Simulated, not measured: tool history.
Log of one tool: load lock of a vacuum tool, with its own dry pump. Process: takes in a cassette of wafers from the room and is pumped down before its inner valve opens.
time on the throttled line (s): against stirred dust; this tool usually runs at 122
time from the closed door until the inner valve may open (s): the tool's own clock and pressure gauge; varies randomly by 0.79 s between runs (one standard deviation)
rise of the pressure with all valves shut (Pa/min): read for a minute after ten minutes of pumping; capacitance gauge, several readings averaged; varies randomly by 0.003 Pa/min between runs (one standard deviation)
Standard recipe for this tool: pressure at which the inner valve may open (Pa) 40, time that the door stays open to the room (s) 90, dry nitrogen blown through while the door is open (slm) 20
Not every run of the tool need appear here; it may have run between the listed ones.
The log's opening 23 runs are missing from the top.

run,hour,time on the throttled line (s),pressure at which the inner valve may open (Pa),time that the door stays open to the room (s),dry nitrogen blown through while the door is open (slm),hours that the pump has run since its overhaul,times that the door has closed on its seal,"incoming humidity of the room's air, %",time from the closed door until the inner valve may open (s),rise of the pressure with all valves shut (Pa/min)
24,1781,122,40,64,18,5621,8681,43.6,179.2,0.202
25,1827.9,122,40,64,18,5668,8869,42.1,180.1,0.198
26,1889.7,93,40,94,18,5730,9117,42.8,153.6,0.212
27,1956,93,40,94,18,5796,9382,45.8,154.2,0.224
28,2008.9,169,54,125,8,5849,9594,44.2,215.4,0.246
29,2058.3,161,33,90,9,5899,9792,46,213,0.251
30,2118.2,122,54,90,20,5959,10031,42.5,176.8,0.236
31,2226.9,122,54,90,20,6067,10466,45.8,176.2,0.251
32,2306.8,122,30,222,13,6147,10786,43.7,183,0.303
33,2394.8,219,41,86,13,6235,11139,46.8,262.6,0.269

5 ways to go on from here, each from the tool as it stands after run 33. What would each give?
A,2451.7,122,44,90,20,6292,11367,44.6,?,?
B,2451.7,219,41,86,6,6292,11367,43,?,?
C,2451.7,183,41,86,9,6292,11367,42.1,?,?
D,2451.7,219,41,86,9,6292,11367,46.5,?,?
E,2451.7,219,41,86,28,6292,11367,47,?,?

run,time from the closed door until the inner valve may open (s),rise of the pressure with all valves shut (Pa/min)
A,178,0.269
B,260.8,0.282
C,231.3,0.277
D,260.9,0.282
E,260.7,0.265
With no hidden state in the tool, these same runs would have given:
run,time from the closed door until the inner valve may open (s),rise of the pressure with all valves shut (Pa/min)
A,173,0.044
B,256.9,0.054
C,227.1,0.049
D,257,0.053
E,257,0.039
